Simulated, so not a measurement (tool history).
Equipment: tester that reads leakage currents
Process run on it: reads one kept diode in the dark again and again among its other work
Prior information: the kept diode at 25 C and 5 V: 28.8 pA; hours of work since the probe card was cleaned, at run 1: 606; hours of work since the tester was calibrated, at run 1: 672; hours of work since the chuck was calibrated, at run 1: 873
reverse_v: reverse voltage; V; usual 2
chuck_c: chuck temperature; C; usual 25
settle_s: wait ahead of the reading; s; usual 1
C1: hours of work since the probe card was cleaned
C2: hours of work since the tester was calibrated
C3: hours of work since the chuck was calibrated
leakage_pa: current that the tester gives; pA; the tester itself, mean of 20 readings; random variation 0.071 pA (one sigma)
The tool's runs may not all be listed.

run 1 hour=0 | reverse_v=2 chuck_c=25 settle_s=1 | C1=606 C2=672 C3=873 | leakage_pa=20.9
run 2 hour=38.1 | reverse_v=2 chuck_c=25 settle_s=1 | C1=636 C2=703 C3=903 | leakage_pa=20.86
-- hour=57.5 chuck's temperature calibrated
run 3 hour=67.1 | reverse_v=2 chuck_c=25 settle_s=1 | C1=658 C2=724 C3=8 | leakage_pa=17.65
run 4 hour=127 | reverse_v=2 chuck_c=25 settle_s=1 | C1=705 C2=772 C3=55 | leakage_pa=17.77
run 5 hour=154.2 | reverse_v=2 chuck_c=25 settle_s=1 | C1=727 C2=794 C3=77 | leakage_pa=17.76
run 6 hour=216.3 | reverse_v=2 chuck_c=25 settle_s=1 | C1=776 C2=843 C3=126 | leakage_pa=18.09
run 7 hour=247.7 | reverse_v=10.95 chuck_c=21 settle_s=1 | C1=801 C2=868 C3=151 | leakage_pa=38.98
run 8 hour=293.6 | reverse_v=10.95 chuck_c=21 settle_s=1 | C1=838 C2=905 C3=188 | leakage_pa=39.72
run 9 hour=340 | reverse_v=1.31 chuck_c=23 settle_s=6.9 | C1=875 C2=941 C3=225 | leakage_pa=12.23
run 10 hour=399.9 | reverse_v=1.31 chuck_c=23 settle_s=6.9 | C1=922 C2=989 C3=272 | leakage_pa=12.2
run 11 hour=430.9 | reverse_v=1.31 chuck_c=23 settle_s=6.9 | C1=947 C2=1014 C3=297 | leakage_pa=12.31
run 12 hour=477.2 | reverse_v=1.31 chuck_c=23 settle_s=6.9 | C1=984 C2=1051 C3=334 | leakage_pa=12.46

Below are 3 alternative next runs, each starting from the tool's condition after run 12. Predict each:
run A hour=535.6 | reverse_v=1.69 chuck_c=25 settle_s=1 | C1=1030 C2=1097 C3=380 | leakage_pa=?
run B hour=535.6 | reverse_v=1.31 chuck_c=38 settle_s=3.31 | C1=1030 C2=1097 C3=380 | leakage_pa=?
run C hour=535.6 | reverse_v=4.17 chuck_c=30 settle_s=0.87 | C1=1030 C2=1097 C3=380 | leakage_pa=?

run=A leakage_pa=17.26
run=B leakage_pa=39.2
run=C leakage_pa=44.44
Stripped of hidden state, with their random variation kept, the same runs would have yielded:
run=A leakage_pa=15.14
run=B leakage_pa=35.71
run=C leakage_pa=39.15
